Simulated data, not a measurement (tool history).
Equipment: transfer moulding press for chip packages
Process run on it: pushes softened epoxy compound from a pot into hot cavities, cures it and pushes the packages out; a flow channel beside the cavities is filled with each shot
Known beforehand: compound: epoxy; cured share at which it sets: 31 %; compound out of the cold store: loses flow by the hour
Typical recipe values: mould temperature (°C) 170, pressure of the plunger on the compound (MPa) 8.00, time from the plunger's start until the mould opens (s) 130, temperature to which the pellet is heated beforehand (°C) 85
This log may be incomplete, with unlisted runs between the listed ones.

run	day	mould temperature (°C)	pressure of the plunger on the compound (MPa)	time from the plunger's start until the mould opens (s)	temperature to which the pellet is heated beforehand (°C)	incoming compound's hours out of the cold store	length that the compound runs in the flow channel (mm)	greatest force on the pins that push the packages out (N)
1	0.000	170	8.00	130	85	21.5	898	305
# day 0.433: cavities cleaned with cleaning compound and waxed
2	0.546	170	8.00	130	85	33.6	845	215
3	0.896	170	8.00	114	85	42.1	822	275
4	1.171	170	8.00	125	85	21.8	889	263
5	1.633	170	8.00	125	85	33.6	849	282
6	1.954	170	8.96	131	93	12.0	988	295
7	2.183	170	8.96	131	93	18.3	949	317
8	2.533	166	8.56	124	92	12.5	973	408
9	2.821	166	8.56	124	92	38.9	870	404
10	3.025	170	7.94	143	89	9.1	918	288

Consider 5 possible next runs. They are alternatives, not a sequence: every one starts from the tool as it was left by run 10. What does each give?
# day 3.338: cavities cleaned with cleaning compound and waxed
A	3.475	170	8.00	130	80	19.0	?	?
# day 3.338: cavities cleaned with cleaning compound and waxed
B	3.475	170	7.98	130	85	32.4	?	?
# day 3.338: cavities cleaned with cleaning compound and waxed
C	3.475	177	6.67	130	81	26.1	?	?
# day 3.338: cavities cleaned with cleaning compound and waxed
D	3.475	176	8.00	167	85	12.0	?	?
# day 3.338: cavities cleaned with cleaning compound and waxed
E	3.475	170	7.29	148	79	30.5	?	?

run	length that the compound runs in the flow channel (mm)	greatest force on the pins that push the packages out (N)
A	910	236
B	848	228
C	775	190
D	905	187
E	807	206
Take away the tool's hidden state, keep each run's random variation, and the runs would have read:
run	length that the compound runs in the flow channel (mm)	greatest force on the pins that push the packages out (N)
A	987	223
B	920	216
C	841	182
D	982	180
E	876	197
